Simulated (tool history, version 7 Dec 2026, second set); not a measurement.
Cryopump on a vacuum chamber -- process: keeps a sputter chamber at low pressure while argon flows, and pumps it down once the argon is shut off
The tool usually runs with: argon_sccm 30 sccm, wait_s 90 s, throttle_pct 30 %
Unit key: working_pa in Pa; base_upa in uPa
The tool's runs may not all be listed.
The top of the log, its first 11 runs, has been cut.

| run | hour | argon_sccm | wait_s | throttle_pct | working_pa | base_upa |
|---|---|---|---|---|---|---|
| 12 | 305 | 30 | 90 | 30 | 0.0799 | 1.99 |
| 13 | 332.4 | 30 | 90 | 30 | 0.0803 | 2.02 |
| 14 | 367.1 | 30 | 90 | 30 | 0.0801 | 2.09 |
| 15 | 406.2 | 30 | 90 | 30 | 0.0811 | 2.03 |
|  | 448.8 | pump warmed up, emptied and cooled again |
| 16 | 448.8 | 15 | 90 | 30 | 0.0369 | 1.67 |
| 17 | 466 | 15 | 90 | 30 | 0.0362 | 1.66 |
| 18 | 492.4 | 15 | 90 | 30 | 0.0374 | 1.73 |
| 19 | 523 | 15 | 90 | 27 | 0.041 | 1.67 |
| 20 | 540.6 | 17 | 177 | 30 | 0.0424 | 1.47 |
| 21 | 558.1 | 17 | 177 | 30 | 0.0424 | 1.54 |
| 22 | 598.1 | 14 | 210 | 35 | 0.0306 | 1.47 |
| 23 | 635.7 | 16 | 24 | 39 | 0.0312 | 2.96 |
| 24 | 672.5 | 41 | 24 | 37 | 0.0844 | 2.93 |
| 25 | 710.5 | 39 | 24 | 27 | 0.1096 | 3.04 |
| 26 | 727.8 | 39 | 44 | 19 | 0.1551 | 2.34 |

The next listed run, before its measurement:
| 27 | 765.2 | 15 | 90 | 21 | ? | ? |

working_pa: 0.0547 Pa
base_upa: 1.88 uPa
With no hidden state in the tool, this same run would have given working_pa 0.0532 Pa, base_upa 0.58 uPa.
